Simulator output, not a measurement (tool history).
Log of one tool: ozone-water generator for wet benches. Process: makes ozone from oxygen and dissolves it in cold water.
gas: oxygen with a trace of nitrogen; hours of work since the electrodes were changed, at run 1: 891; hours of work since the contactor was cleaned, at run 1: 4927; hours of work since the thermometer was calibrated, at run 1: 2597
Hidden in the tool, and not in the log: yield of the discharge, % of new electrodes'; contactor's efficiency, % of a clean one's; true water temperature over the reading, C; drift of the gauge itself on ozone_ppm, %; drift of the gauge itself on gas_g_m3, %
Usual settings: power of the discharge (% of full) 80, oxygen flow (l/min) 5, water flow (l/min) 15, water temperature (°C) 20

run,day,power of the discharge (% of full),oxygen flow (l/min),water flow (l/min),water temperature (°C),hours of work since the electrodes were changed,hours of work since the contactor was cleaned,hours of work since the thermometer was calibrated,dissolved ozone (ppm),ozone in the gas ahead of the water (g/m3)
1,0,80,5,15,20,891,4927,2597,14.4,164
2,3.592,80,5,15,20,961,4998,2668,14.5,163.9
3,6.154,80,5,15,20,1011,5048,2718,14.6,163.7
# day 7.021: water thermometer calibrated
4,8.808,80,5,15,27,1063,5100,35,12.7,162.6
5,12.796,80,5,15,27,1141,5178,113,12.8,163.5
6,16.346,80,5,15,27,1211,5248,183,12.6,164
7,19.592,80,5,15,27,1275,5311,247,12.8,163.3
8,21.858,80,5,15,27,1319,5356,291,12.6,161.4
9,24.667,80,8.75,15,20,1374,5411,346,13.9,125
10,28.642,80,5,15,12,1452,5489,424,16.2,163
11,31.021,80,5,15,12,1499,5536,471,16.2,162.1
12,34.092,80,5,15,12,1559,5596,531,16.3,161.6
13,36.733,80,5,15,12,1611,5648,583,16.2,161.4
14,39.579,80,5,15,12,1667,5704,639,16.2,162.2
15,43.875,80,7.96,15,20,1751,5788,723,14.1,130.4
16,45.983,55,6.6,18,13,1792,5829,764,11.2,117.1
17,49.962,80,5,13,20,1870,5907,842,16,158.8
18,52.625,52,5,13,20,1923,5959,895,12.7,127.8
19,56.054,52,5,13,20,1990,6027,962,12.9,128.9
20,59.1,88,8.86,13,25,2050,6087,1022,14.4,130.7
21,62.125,88,8.86,13,25,2109,6146,1081,14,129.8

Hidden state at the last listed run before each entry between runs and at the first one after, where it differs:
Between runs 3 and 4: water thermometer calibrated (day 7.021)
  yield of the discharge, % of new electrodes': 98 -> 97.8; contactor's efficiency, % of a clean one's: 88 -> 87.9; true water temperature over the reading, C: 0.09 -> -0.03
  measured less the result without the state, dissolved ozone (ppm): -1.6 -> -1.4; ozone in the gas ahead of the water (g/m3): -3.7 -> -3.9

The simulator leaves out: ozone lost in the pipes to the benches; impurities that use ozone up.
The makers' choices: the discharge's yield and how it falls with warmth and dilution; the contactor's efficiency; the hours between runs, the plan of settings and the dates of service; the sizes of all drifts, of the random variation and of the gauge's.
